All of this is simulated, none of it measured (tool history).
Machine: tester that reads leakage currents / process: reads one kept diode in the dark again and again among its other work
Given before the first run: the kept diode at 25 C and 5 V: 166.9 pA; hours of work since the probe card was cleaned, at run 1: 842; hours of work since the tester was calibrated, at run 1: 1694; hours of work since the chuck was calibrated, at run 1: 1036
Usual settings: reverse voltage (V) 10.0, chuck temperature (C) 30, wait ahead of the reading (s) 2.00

run    hour  reverse voltage (V)  chuck temperature (C)  wait ahead of the reading (s)  hours of work since the probe card was cleaned  hours of work since the tester was calibrated  hours of work since the chuck was calibrated  current that the tester gives (pA)
  1     0.0                 10.0                     30                           2.00                                             842                                           1694                                          1036                              322.61
  2   171.6                 10.0                     30                           2.00                                             926                                           1778                                          1121                              323.13
      320.9  -- chuck's temperature calibrated
  3   394.9                 10.0                     32                           2.00                                            1036                                           1888                                            36                              431.59
  4   630.6                 10.0                     39                           2.00                                            1152                                           2004                                           153                              699.98
  5   739.9                 10.0                     39                           2.00                                            1206                                           2058                                           207                              699.69
  6   883.1                 10.0                     39                           2.00                                            1276                                           2128                                           277                              690.09
  7  1034.3                 10.0                     39                           2.00                                            1351                                           2203                                           352                              686.95
  8  1188.8                  3.2                     39                           2.00                                            1427                                           2279                                           428                              358.18
  9  1359.7                 10.0                     30                           2.00                                            1512                                           2363                                           512                              349.80
 10  1595.0                 10.0                     30                           0.31                                            1628                                           2480                                           628                              351.59
 11  1739.7                 10.0                     30                           2.00                                            1699                                           2551                                           700                              338.11
 12  1844.2                 10.0                     30                           2.00                                            1751                                           2603                                           751                              339.60
 13  2041.7                 10.0                     30                           2.00                                            1848                                           2700                                           849                              335.55
 14  2216.7                 10.0                     30                           2.00                                            1934                                           2786                                           935                              331.67
 15  2352.2                 10.0                     33                           2.00                                            2001                                           2853                                          1002                              411.81
 16  2550.6                 10.0                     30                           0.32                                            2099                                           2951                                          1100                              335.67
     2735.9  -- chuck's temperature calibrated
 17  2771.2                  3.1                     25                           5.15                                            2207                                           3059                                            17                              129.96
 18  2871.4                  9.0                     21                           4.65                                            2256                                           3108                                            67                              172.58
 19  3082.9                  9.0                     21                           4.65                                            2361                                           3213                                           171                              170.46
 20  3276.1                  9.0                     21                           4.65                                            2456                                           3308                                           266                              168.48
 21  3460.2                  9.0                     51                           4.28                                            2547                                           3399                                           357                             1464.83
 22  3685.1                  2.4                     33                           1.53                                            2658                                           3510                                           468                              195.99
 23  3849.7                  2.4                     24                           1.53                                            2739                                           3591                                           549                               97.02
 24  4080.1                 11.6                     39                           0.33                                            2852                                           3704                                           663                              719.02
 25  4307.7                 11.6                     39                           0.33                                            2965                                           3817                                           775                              719.82
 26  4542.8                  3.1                     24                           8.15                                            3081                                           3933                                           891                              107.09
 27  4714.0                 10.0                     30                           0.70                                            3165                                           4017                                           976                              332.30
 28  4860.5                  3.0                     30                           4.36                                            3237                                           4089                                          1048                              163.72
     4919.8  -- probe card cleaned and baked
 29  4972.3                  3.0                     24                           0.69                                              26                                           4143                                          1102                              103.18
 30  5103.5                  6.5                     30                           2.00                                              91                                           4208                                          1166                              249.30
     5154.7  -- chuck's temperature calibrated
 31  5351.4                  6.5                     34                           2.25                                             212                                           4329                                            97                              388.21
 32  5501.1                  1.1                     29                           2.76                                             286                                           4403                                           171                               98.03

Branching from run 32: 5 alternative next runs. What would each branch give?
  A  5625.2                 14.1                     32                           0.36                                             347                                           4464                                           232                                   ?
  B  5625.2                  2.9                     28                           4.40                                             347                                           4464                                           232                                   ?
  C  5625.2                  6.7                     47                           2.00                                             347                                           4464                                           232                                   ?
  D  5625.2                  5.6                     30                           0.70                                             347                                           4464                                           232                                   ?
  E  5625.2                  5.9                     42                           4.70                                             347                                           4464                                           232                                   ?

run  current that the tester gives (pA)
  A                              521.34
  B                              154.33
  C                              978.25
  D                              263.40
  E                              646.89
Stripped of hidden state, with their random variation kept, the same runs would have yielded:
run  current that the tester gives (pA)
  A                              521.05
  B                              154.51
  C                              976.86
  D                              263.51
  E                              646.41
